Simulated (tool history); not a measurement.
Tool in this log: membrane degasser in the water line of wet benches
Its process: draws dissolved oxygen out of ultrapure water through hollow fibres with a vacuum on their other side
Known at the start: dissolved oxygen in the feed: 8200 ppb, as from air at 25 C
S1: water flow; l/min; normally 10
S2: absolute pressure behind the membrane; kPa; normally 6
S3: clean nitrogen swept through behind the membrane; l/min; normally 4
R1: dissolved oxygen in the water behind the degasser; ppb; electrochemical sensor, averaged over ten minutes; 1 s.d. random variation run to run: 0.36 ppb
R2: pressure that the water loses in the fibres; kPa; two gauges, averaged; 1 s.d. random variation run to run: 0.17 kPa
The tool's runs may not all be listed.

run 1 hour=0 | S1=10 S2=6 S3=4 | R1=20.7 R2=29.85
run 2 hour=36.6 | S1=10 S2=6 S3=7.49 | R1=11.9 R2=30.05
run 3 hour=63.9 | S1=10 S2=6 S3=7.49 | R1=12 R2=29.77
run 4 hour=95.9 | S1=10 S2=6 S3=7.49 | R1=11.6 R2=29.72
run 5 hour=134.1 | S1=10 S2=4.71 S3=4 | R1=13 R2=30.07
run 6 hour=156 | S1=10 S2=6 S3=4 | R1=20.8 R2=29.87
run 7 hour=208.6 | S1=10 S2=6 S3=4 | R1=20.6 R2=29.68
run 8 hour=245 | S1=10 S2=6 S3=4 | R1=20.7 R2=29.74
run 9 hour=293.6 | S1=10 S2=6 S3=4 | R1=21.3 R2=29.52
run 10 hour=324.3 | S1=10 S2=6 S3=2.83 | R1=28.6 R2=29.98
run 11 hour=372.8 | S1=10 S2=6 S3=2.83 | R1=29 R2=29.86
run 12 hour=423.3 | S1=10 S2=6 S3=4 | R1=21.1 R2=30.04
run 13 hour=455.7 | S1=10 S2=5.76 S3=4 | R1=20 R2=29.56
run 14 hour=500.3 | S1=10 S2=5.76 S3=4 | R1=19.3 R2=29.76
run 15 hour=530.1 | S1=10 S2=6 S3=11.22 | R1=9.6 R2=29.82
run 16 hour=563.7 | S1=10 S2=6 S3=11.22 | R1=8.8 R2=30.23
run 17 hour=595.5 | S1=16 S2=7.14 S3=4 | R1=63 R2=48.03
run 18 hour=649.2 | S1=16 S2=7.14 S3=4 | R1=61.9 R2=48.13
run 19 hour=699.4 | S1=15 S2=4.46 S3=4 | R1=29.5 R2=45.12
run 20 hour=729.2 | S1=11 S2=12.68 S3=2.02 | R1=134.1 R2=32.73
run 21 hour=776 | S1=13 S2=4.48 S3=5.66 | R1=16.7 R2=39.21
run 22 hour=798.8 | S1=13 S2=4.48 S3=5.66 | R1=16.5 R2=38.99
run 23 hour=845.8 | S1=9 S2=13.5 S3=9.34 | R1=27.8 R2=26.96
run 24 hour=868.8 | S1=7 S2=12.19 S3=10 | R1=18.4 R2=20.99
run 25 hour=910.9 | S1=15 S2=4.48 S3=5.8 | R1=25.7 R2=45.4
run 26 hour=963.8 | S1=7 S2=9.34 S3=5.8 | R1=20.9 R2=20.76
run 27 hour=986.9 | S1=16 S2=9 S3=2.49 | R1=115 R2=47.98
run 28 hour=1038.4 | S1=16 S2=9 S3=2.49 | R1=113.9 R2=47.77
run 29 hour=1070.4 | S1=10 S2=8.56 S3=4 | R1=38.5 R2=30.07
run 30 hour=1099.3 | S1=14 S2=8.85 S3=9.35 | R1=34.2 R2=41.92
run 31 hour=1146.2 | S1=7 S2=14.01 S3=3.22 | R1=65.3 R2=21.3
run 32 hour=1194.6 | S1=9 S2=5.14 S3=4.27 | R1=12.9 R2=27.12

Consider 5 possible next runs. They are alternatives, not a sequence: every one starts from the tool as it was left by run 32. What does each give?
run A hour=1230.9 | S1=13 S2=6 S3=2.55 | R1=? R2=?
run B hour=1230.9 | S1=9 S2=5.14 S3=2.76 | R1=? R2=?
run C hour=1230.9 | S1=10 S2=6 S3=9.96 | R1=? R2=?
run D hour=1230.9 | S1=8 S2=8.53 S3=1.83 | R1=? R2=?
run E hour=1230.9 | S1=13 S2=5.63 S3=1.66 | R1=? R2=?

run=A R1=46.5 R2=39.61
run=B R1=19.4 R2=26.97
run=C R1=9.9 R2=30.41
run=D R1=63.8 R2=24.15
run=E R1=59.5 R2=39.37
What these runs would have given with no unlogged condition in the tool:
run=A R1=42 R2=39.01
run=B R1=16.8 R2=26.56
run=C R1=8.8 R2=29.96
run=D R1=57.4 R2=23.79
run=E R1=53.7 R2=38.77

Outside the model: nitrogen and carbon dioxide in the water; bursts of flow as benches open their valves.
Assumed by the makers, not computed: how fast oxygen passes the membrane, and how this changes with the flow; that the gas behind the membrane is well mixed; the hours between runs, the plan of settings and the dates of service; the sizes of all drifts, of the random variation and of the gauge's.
